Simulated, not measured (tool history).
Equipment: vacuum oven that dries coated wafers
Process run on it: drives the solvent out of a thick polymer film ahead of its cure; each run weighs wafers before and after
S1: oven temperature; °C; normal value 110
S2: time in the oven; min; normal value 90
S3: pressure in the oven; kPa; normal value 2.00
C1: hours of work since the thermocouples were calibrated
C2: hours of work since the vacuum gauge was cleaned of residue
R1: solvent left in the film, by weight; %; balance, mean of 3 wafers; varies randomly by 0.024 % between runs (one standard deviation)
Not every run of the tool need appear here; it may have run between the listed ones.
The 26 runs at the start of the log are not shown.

run 27 hour=1760.4 | S1=110 S2=90 S3=3.92 | C1=240 C2=105 | R1=2.41
run 28 hour=1809.4 | S1=108 S2=98 S3=5.67 | C1=260 C2=126 | R1=3.13
run 29 hour=1898.7 | S1=108 S2=98 S3=5.67 | C1=298 C2=163 | R1=3.12
run 30 hour=1968.8 | S1=108 S2=98 S3=5.67 | C1=327 C2=192 | R1=3.15
-- hour=2004.2 vacuum gauge cleaned of residue and calibrated, once more
run 31 hour=2034.3 | S1=115 S2=90 S3=1.07 | C1=354 C2=13 | R1=0.88
run 32 hour=2120.7 | S1=115 S2=90 S3=1.07 | C1=390 C2=49 | R1=0.87
run 33 hour=2203.8 | S1=115 S2=90 S3=1.07 | C1=424 C2=83 | R1=0.85
run 34 hour=2258.1 | S1=115 S2=90 S3=1.07 | C1=447 C2=106 | R1=0.81
run 35 hour=2322.6 | S1=115 S2=47 S3=1.07 | C1=474 C2=133 | R1=2.74
run 36 hour=2377.0 | S1=115 S2=47 S3=1.07 | C1=497 C2=156 | R1=2.77
run 37 hour=2460.6 | S1=115 S2=47 S3=7.23 | C1=532 C2=191 | R1=4.38
run 38 hour=2545.9 | S1=113 S2=161 S3=1.38 | C1=567 C2=226 | R1=0.55
run 39 hour=2626.6 | S1=99 S2=90 S3=2.48 | C1=601 C2=260 | R1=3.75
run 40 hour=2676.5 | S1=99 S2=90 S3=2.48 | C1=622 C2=281 | R1=3.73
run 41 hour=2760.1 | S1=99 S2=90 S3=2.48 | C1=657 C2=316 | R1=3.74
run 42 hour=2815.8 | S1=99 S2=62 S3=1.81 | C1=680 C2=339 | R1=5.03
run 43 hour=2856.4 | S1=115 S2=90 S3=1.71 | C1=697 C2=356 | R1=1.04
run 44 hour=2937.3 | S1=108 S2=49 S3=1.71 | C1=731 C2=390 | R1=4.06
run 45 hour=2982.4 | S1=107 S2=154 S3=1.11 | C1=750 C2=409 | R1=0.74
run 46 hour=3050.2 | S1=101 S2=47 S3=2.00 | C1=778 C2=437 | R1=5.81

Alternative continuations, all from the tool just after run 46; predict every row:
run A hour=3138.9 | S1=101 S2=90 S3=2.00 | C1=815 C2=474 | R1=?
run B hour=3138.9 | S1=111 S2=159 S3=1.98 | C1=815 C2=474 | R1=?
run C hour=3138.9 | S1=125 S2=47 S3=2.00 | C1=815 C2=474 | R1=?
run D hour=3138.9 | S1=99 S2=60 S3=6.21 | C1=815 C2=474 | R1=?

run=A R1=3.04
run=B R1=0.81
run=C R1=1.39
run=D R1=6.87
With no hidden state in the tool, these same runs would have given:
run=A R1=3.17
run=B R1=0.82
run=C R1=1.47
run=D R1=7.05
